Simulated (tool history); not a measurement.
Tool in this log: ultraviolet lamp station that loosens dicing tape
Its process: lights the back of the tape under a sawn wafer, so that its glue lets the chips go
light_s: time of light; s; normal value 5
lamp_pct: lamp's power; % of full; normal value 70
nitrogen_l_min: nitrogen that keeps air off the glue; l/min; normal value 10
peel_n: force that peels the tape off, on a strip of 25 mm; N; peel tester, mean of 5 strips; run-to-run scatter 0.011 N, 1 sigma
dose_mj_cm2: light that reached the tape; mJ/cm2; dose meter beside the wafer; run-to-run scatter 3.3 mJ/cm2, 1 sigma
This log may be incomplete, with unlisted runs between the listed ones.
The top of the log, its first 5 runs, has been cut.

run,hour,light_s,lamp_pct,nitrogen_l_min,hours of work of the lamp,hours of work since the window was cleaned,peel_n,dose_mj_cm2
6,32.9,3,91,10,126,81,0.879,384
7,41.4,3,91,10,131,86,0.886,386
8,46.8,5,70,5,135,89,0.887,482
9,55.2,5,70,10,140,94,0.544,486
10,62.9,5,70,10,144,99,0.535,490
11,67.7,5,70,8,147,102,0.609,487
12,71.8,9,70,10,150,104,0.136,885
13,81.3,9,70,10,155,110,0.133,871
14,85.8,9,70,10,158,113,0.135,871
15,92.1,9,70,10,162,117,0.144,872
16,101.9,9,70,10,168,122,0.134,875
17,111.4,9,70,10,174,128,0.145,874
18,121.1,5,70,4,180,134,1,476
19,125.3,4,60,5,182,137,1.666,334
20,134.9,4,60,10,188,142,1.116,331
21,145,4,60,10,194,148,1.141,325
22,153.2,3,71,10,199,153,1.395,291
23,160.8,3,60,10,203,158,1.758,249

Predict the results of run 24:
# hour 161.9: window cleaned of glue's vapour
24,167.6,3,69,6,207,3,?,?

peel_n: 1.853 N
dose_mj_cm2: 275 mJ/cm2
With the hidden condition absent and the run-to-run variation left alone, this run would have shown peel_n 1.651 N, dose_mj_cm2 302 mJ/cm2.
